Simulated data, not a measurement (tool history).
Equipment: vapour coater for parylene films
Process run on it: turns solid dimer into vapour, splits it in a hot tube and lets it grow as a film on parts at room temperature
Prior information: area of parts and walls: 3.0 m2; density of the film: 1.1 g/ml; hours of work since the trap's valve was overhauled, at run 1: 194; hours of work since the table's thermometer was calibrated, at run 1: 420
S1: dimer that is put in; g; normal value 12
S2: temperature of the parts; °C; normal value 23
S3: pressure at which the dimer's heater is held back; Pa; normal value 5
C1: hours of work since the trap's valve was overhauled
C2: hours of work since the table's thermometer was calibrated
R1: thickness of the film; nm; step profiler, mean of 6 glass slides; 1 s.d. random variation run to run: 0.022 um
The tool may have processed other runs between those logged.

run	hour	S1	S2	S3	C1	C2	R1
1	0	12	23	5	194	420	2490
2	26.5	12	23	5	209	436	2490
3	49.3	12	23	5	222	449	2500
4	67.2	12	23	5	233	460	2490
5	93.5	12	23	5	248	475	2450
6	124.5	12	23	5	266	493	2510
7	144.2	12	23	10.41	278	504	2070
8	179.2	12	23	10.41	298	525	2060
9	216.3	12	23	4.12	320	546	2580
10	239.4	12	23	5	333	560	2470
11	276.1	12	23	5	354	581	2440
12	294.8	12	23	5	365	592	2480
13	334.1	12	23	5	388	615	2450
14	351.2	12	23	5	398	625	2460
15	391.3	12	23	5	421	648	2440
16	424.7	12	23	5	441	668	2460
17	441.9	12	23	2.24	451	678	2950
18	470.8	18	23	5	468	695	3650
19	508.3	18	23	5	490	716	3700

Run 20, settings as shown, results not yet in. Your forecast:
20	529.7	18	21	4.82	502	729	?

{"run 20": {"R1": 3850}}
The same run, on a tool lacking any hidden state, would have yielded R1 4010 nm.

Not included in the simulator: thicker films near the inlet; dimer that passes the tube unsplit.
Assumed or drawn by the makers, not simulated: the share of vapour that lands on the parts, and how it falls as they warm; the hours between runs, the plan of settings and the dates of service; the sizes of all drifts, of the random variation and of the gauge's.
